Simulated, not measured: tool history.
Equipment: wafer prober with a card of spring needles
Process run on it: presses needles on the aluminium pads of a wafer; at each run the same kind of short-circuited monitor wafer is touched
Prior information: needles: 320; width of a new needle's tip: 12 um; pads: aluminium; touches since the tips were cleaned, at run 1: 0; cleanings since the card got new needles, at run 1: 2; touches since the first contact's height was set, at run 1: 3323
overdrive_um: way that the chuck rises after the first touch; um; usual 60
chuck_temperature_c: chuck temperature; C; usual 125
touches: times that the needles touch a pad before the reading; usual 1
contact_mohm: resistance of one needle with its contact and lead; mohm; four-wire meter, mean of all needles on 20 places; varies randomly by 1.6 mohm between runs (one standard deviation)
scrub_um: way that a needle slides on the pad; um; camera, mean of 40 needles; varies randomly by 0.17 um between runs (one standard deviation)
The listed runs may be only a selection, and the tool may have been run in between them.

| run | hour | overdrive_um | chuck_temperature_c | touches | touches since the tips were cleaned | cleanings since the card got new needles | touches since the first contact's height was set | contact_mohm | scrub_um |
|---|---|---|---|---|---|---|---|---|---|
| 1 | 0.0 | 60 | 125 | 1 | 0 | 2 | 3323 | 209 | 16.72 |
|  | 4.5 | tips cleaned on abrasive film |
|  | 10.2 | tips cleaned on abrasive film |
|  | 15.9 | tips cleaned on abrasive film |
|  | 21.5 | tips cleaned on abrasive film |
|  | 26.0 | tips cleaned on abrasive film |
|  | 31.7 | tips cleaned on abrasive film |
| 2 | 32.5 | 60 | 125 | 2 | 278 | 8 | 14451 | 210 | 16.08 |
|  | 37.0 | tips cleaned on abrasive film |
|  | 41.6 | tips cleaned on abrasive film |
|  | 46.1 | tips cleaned on abrasive film |
| 3 | 48.0 | 60 | 125 | 2 | 642 | 11 | 19744 | 212 | 16.50 |
|  | 51.4 | tips cleaned on abrasive film |
|  | 56.0 | tips cleaned on abrasive film |
|  | 60.5 | tips cleaned on abrasive film |
|  | 66.1 | tips cleaned on abrasive film |
|  | 70.7 | tips cleaned on abrasive film |
|  | 75.2 | tips cleaned on abrasive film |
| 4 | 79.1 | 60 | 84 | 1 | 1343 | 17 | 30387 | 207 | 16.51 |
|  | 80.3 | tips cleaned on abrasive film |
|  | 84.8 | tips cleaned on abrasive film |
|  | 89.4 | tips cleaned on abrasive film |
|  | 93.9 | tips cleaned on abrasive film |
|  | 98.5 | tips cleaned on abrasive film |
| 5 | 102.5 | 60 | 84 | 1 | 1423 | 22 | 38397 | 205 | 16.29 |
|  | 103.8 | tips cleaned on abrasive film |
|  | 108.3 | tips cleaned on abrasive film |
|  | 114.0 | tips cleaned on abrasive film |
|  | 118.5 | tips cleaned on abrasive film |
|  | 124.2 | tips cleaned on abrasive film |
|  | 129.8 | tips cleaned on abrasive film |
|  | 134.3 | tips cleaned on abrasive film |
| 6 | 135.2 | 60 | 34 | 1 | 293 | 29 | 49539 | 190 | 16.34 |
|  | 139.7 | tips cleaned on abrasive film, once more |
|  | 144.3 | tips cleaned on abrasive film |
|  | 148.8 | tips cleaned on abrasive film |
|  | 154.5 | tips cleaned on abrasive film |
| 7 | 155.4 | 44 | 34 | 1 | 336 | 33 | 56464 | 194 | 11.32 |
|  | 160.0 | tips cleaned on abrasive film |
|  | 164.5 | tips cleaned on abrasive film |
|  | 169.1 | tips cleaned on abrasive film |
|  | 173.6 | tips cleaned on abrasive film |
| 8 | 175.4 | 44 | 34 | 2 | 622 | 37 | 63286 | 194 | 11.14 |
|  | 178.8 | tips cleaned on abrasive film |
|  | 183.4 | tips cleaned on abrasive film |
|  | 189.0 | tips cleaned on abrasive film |
|  | 193.6 | tips cleaned on abrasive film |
|  | 199.2 | tips cleaned on abrasive film |
|  | 203.8 | tips cleaned on abrasive film |
| 9 | 204.9 | 60 | 125 | 1 | 396 | 43 | 73368 | 209 | 15.93 |
|  | 208.4 | tips cleaned on abrasive film |
|  | 214.1 | tips cleaned on abrasive film |
|  | 218.6 | tips cleaned on abrasive film |
|  | 223.2 | tips cleaned on abrasive film |
| 10 | 223.2 | 44 | 45 | 1 | 6 | 47 | 79601 | 194 | 11.39 |
|  | 227.7 | tips cleaned on abrasive film |
|  | 232.3 | tips cleaned on abrasive film |
|  | 237.9 | tips cleaned on abrasive film |
|  | 243.6 | tips cleaned on abrasive film |
|  | 249.2 | tips cleaned on abrasive film |
| 11 | 249.3 | 60 | 125 | 2 | 18 | 52 | 88532 | 209 | 15.78 |

Run 12 has not been measured yet. What should we expect?
|  | 253.8 | tips cleaned on abrasive film |
|  | 258.3 | tips cleaned on abrasive film |
|  | 262.9 | tips cleaned on abrasive film |
|  | 267.4 | tips cleaned on abrasive film |
|  | 273.1 | tips cleaned on abrasive film |
| 12 | 276.9 | 40 | 50 | 1 | 1330 | 57 | 97995 | ? | ? |

Run 12 yielded contact_mohm 212 mohm, scrub_um 9.76 um.
Without the tool's hidden state the same run would have given contact_mohm 193 mohm, scrub_um 11.02 um.

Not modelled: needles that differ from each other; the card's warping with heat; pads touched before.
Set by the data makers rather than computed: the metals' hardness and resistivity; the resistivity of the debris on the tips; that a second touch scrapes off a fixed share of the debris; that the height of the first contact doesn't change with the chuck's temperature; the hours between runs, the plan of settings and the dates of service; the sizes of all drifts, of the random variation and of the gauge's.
